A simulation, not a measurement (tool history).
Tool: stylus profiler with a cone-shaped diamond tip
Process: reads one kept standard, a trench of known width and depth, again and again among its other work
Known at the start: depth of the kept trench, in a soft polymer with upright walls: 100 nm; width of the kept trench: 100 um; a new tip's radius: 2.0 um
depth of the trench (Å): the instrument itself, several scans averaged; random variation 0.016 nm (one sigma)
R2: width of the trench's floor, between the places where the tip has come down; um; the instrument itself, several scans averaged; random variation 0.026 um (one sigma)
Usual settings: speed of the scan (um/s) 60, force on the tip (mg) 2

run 1 hour=0 | speed_of_the_scan_(um/s)=60 force_on_the_tip_(mg)=2 | depth_of_the_trench_(Å)=1009.4 R2=98.27
run 2 hour=22.3 | speed_of_the_scan_(um/s)=135 force_on_the_tip_(mg)=2 | depth_of_the_trench_(Å)=1009.6 R2=97.9
run 3 hour=42.6 | speed_of_the_scan_(um/s)=135 force_on_the_tip_(mg)=2 | depth_of_the_trench_(Å)=1009.2 R2=97.9
run 4 hour=59.2 | speed_of_the_scan_(um/s)=135 force_on_the_tip_(mg)=5.77 | depth_of_the_trench_(Å)=1022.1 R2=98.21
run 5 hour=81.2 | speed_of_the_scan_(um/s)=135 force_on_the_tip_(mg)=5.77 | depth_of_the_trench_(Å)=1022 R2=98.21
run 6 hour=104.1 | speed_of_the_scan_(um/s)=60 force_on_the_tip_(mg)=1.73 | depth_of_the_trench_(Å)=1008 R2=98.23
run 7 hour=126.7 | speed_of_the_scan_(um/s)=60 force_on_the_tip_(mg)=1.73 | depth_of_the_trench_(Å)=1007.8 R2=98.27
run 8 hour=152.3 | speed_of_the_scan_(um/s)=60 force_on_the_tip_(mg)=2 | depth_of_the_trench_(Å)=1009 R2=98.31
run 9 hour=173.2 | speed_of_the_scan_(um/s)=60 force_on_the_tip_(mg)=2 | depth_of_the_trench_(Å)=1009.1 R2=98.27
run 10 hour=200.9 | speed_of_the_scan_(um/s)=60 force_on_the_tip_(mg)=2.25 | depth_of_the_trench_(Å)=1009.9 R2=98.28
run 11 hour=228.2 | speed_of_the_scan_(um/s)=38 force_on_the_tip_(mg)=2 | depth_of_the_trench_(Å)=1009.1 R2=98.39
run 12 hour=249.5 | speed_of_the_scan_(um/s)=38 force_on_the_tip_(mg)=2 | depth_of_the_trench_(Å)=1007.1 R2=98.35
run 13 hour=264.1 | speed_of_the_scan_(um/s)=38 force_on_the_tip_(mg)=2 | depth_of_the_trench_(Å)=1006.9 R2=98.39
run 14 hour=283.1 | speed_of_the_scan_(um/s)=89 force_on_the_tip_(mg)=2 | depth_of_the_trench_(Å)=1006.8 R2=98.12
run 15 hour=296 | speed_of_the_scan_(um/s)=39 force_on_the_tip_(mg)=2 | depth_of_the_trench_(Å)=1007 R2=98.37
run 16 hour=321.6 | speed_of_the_scan_(um/s)=39 force_on_the_tip_(mg)=2 | depth_of_the_trench_(Å)=1007.2 R2=98.36
run 17 hour=348.6 | speed_of_the_scan_(um/s)=39 force_on_the_tip_(mg)=1.58 | depth_of_the_trench_(Å)=1005.2 R2=98.34
run 18 hour=369.8 | speed_of_the_scan_(um/s)=39 force_on_the_tip_(mg)=1.58 | depth_of_the_trench_(Å)=1004.8 R2=98.36
run 19 hour=387.4 | speed_of_the_scan_(um/s)=39 force_on_the_tip_(mg)=1.58 | depth_of_the_trench_(Å)=1005 R2=98.33
run 20 hour=415.5 | speed_of_the_scan_(um/s)=46 force_on_the_tip_(mg)=2 | depth_of_the_trench_(Å)=1012.1 R2=98.38
run 21 hour=442.4 | speed_of_the_scan_(um/s)=46 force_on_the_tip_(mg)=2 | depth_of_the_trench_(Å)=1012.3 R2=98.31
run 22 hour=462.6 | speed_of_the_scan_(um/s)=60 force_on_the_tip_(mg)=2 | depth_of_the_trench_(Å)=1012.3 R2=98.26
run 23 hour=481.9 | speed_of_the_scan_(um/s)=60 force_on_the_tip_(mg)=2 | depth_of_the_trench_(Å)=1011.9 R2=98.25
run 24 hour=498 | speed_of_the_scan_(um/s)=25 force_on_the_tip_(mg)=1.35 | depth_of_the_trench_(Å)=1008.9 R2=98.4
run 25 hour=523.5 | speed_of_the_scan_(um/s)=27 force_on_the_tip_(mg)=4.07 | depth_of_the_trench_(Å)=1019.7 R2=98.46
run 26 hour=549.4 | speed_of_the_scan_(um/s)=16 force_on_the_tip_(mg)=1.53 | depth_of_the_trench_(Å)=1009.9 R2=98.44
run 27 hour=565.7 | speed_of_the_scan_(um/s)=188 force_on_the_tip_(mg)=2.95 | depth_of_the_trench_(Å)=1015.7 R2=97.78
run 28 hour=578.3 | speed_of_the_scan_(um/s)=31 force_on_the_tip_(mg)=2.44 | depth_of_the_trench_(Å)=1013.5 R2=98.37
run 29 hour=598 | speed_of_the_scan_(um/s)=26 force_on_the_tip_(mg)=2.29 | depth_of_the_trench_(Å)=1013 R2=98.43
run 30 hour=612.6 | speed_of_the_scan_(um/s)=25 force_on_the_tip_(mg)=2.09 | depth_of_the_trench_(Å)=1011.8 R2=98.38
run 31 hour=626.9 | speed_of_the_scan_(um/s)=219 force_on_the_tip_(mg)=3.84 | depth_of_the_trench_(Å)=1018.4 R2=97.74
run 32 hour=642.3 | speed_of_the_scan_(um/s)=219 force_on_the_tip_(mg)=3.84 | depth_of_the_trench_(Å)=1018.3 R2=97.75
run 33 hour=661.4 | speed_of_the_scan_(um/s)=121 force_on_the_tip_(mg)=1.91 | depth_of_the_trench_(Å)=1010.9 R2=97.88
run 34 hour=686.6 | speed_of_the_scan_(um/s)=212 force_on_the_tip_(mg)=3.04 | depth_of_the_trench_(Å)=1015.4 R2=97.69
run 35 hour=709.8 | speed_of_the_scan_(um/s)=212 force_on_the_tip_(mg)=3.04 | depth_of_the_trench_(Å)=1015.2 R2=97.64
run 36 hour=727.9 | speed_of_the_scan_(um/s)=212 force_on_the_tip_(mg)=3.04 | depth_of_the_trench_(Å)=1015.4 R2=97.68
run 37 hour=752.8 | speed_of_the_scan_(um/s)=138 force_on_the_tip_(mg)=1.55 | depth_of_the_trench_(Å)=1009.4 R2=97.74
run 38 hour=767.7 | speed_of_the_scan_(um/s)=24 force_on_the_tip_(mg)=1.1 | depth_of_the_trench_(Å)=1007 R2=98.35
run 39 hour=787.8 | speed_of_the_scan_(um/s)=26 force_on_the_tip_(mg)=2.55 | depth_of_the_trench_(Å)=1013.4 R2=98.37
run 40 hour=804.6 | speed_of_the_scan_(um/s)=26 force_on_the_tip_(mg)=2.55 | depth_of_the_trench_(Å)=1013.2 R2=98.37
run 41 hour=816.6 | speed_of_the_scan_(um/s)=28 force_on_the_tip_(mg)=2.15 | depth_of_the_trench_(Å)=1011.5 R2=98.33
run 42 hour=844.4 | speed_of_the_scan_(um/s)=28 force_on_the_tip_(mg)=2.15 | depth_of_the_trench_(Å)=1011.6 R2=98.32
run 43 hour=862.2 | speed_of_the_scan_(um/s)=28 force_on_the_tip_(mg)=5.36 | depth_of_the_trench_(Å)=1022.7 R2=98.38
run 44 hour=887.2 | speed_of_the_scan_(um/s)=140 force_on_the_tip_(mg)=1.7 | depth_of_the_trench_(Å)=1009.7 R2=97.72
run 45 hour=910.6 | speed_of_the_scan_(um/s)=140 force_on_the_tip_(mg)=1.7 | depth_of_the_trench_(Å)=1009.6 R2=97.78

Taken out of this log: 2 entries between the listed runs. Where each belongs, and how the hidden state differs across it:
Between runs 11 and 12: height scale calibrated on a step standard (hour 241.2)
  radius of the tip, um: 2.6 -> 2.61; height scale over the true one, %: -0.365 -> -0.544
  measured less the result without the state, depth of the trench (Å): -3.7 -> -5.5; R2: -0.18 -> -0.19 um
Between runs 19 and 20: height scale calibrated on a step standard, once more (hour 403.3)
  radius of the tip, um: 2.68 -> 2.69; height scale over the true one, %: -0.581 -> -0.038
  measured less the result without the state, depth of the trench (Å): -5.8 -> -0.4; R2: -0.2 -> -0.21 um
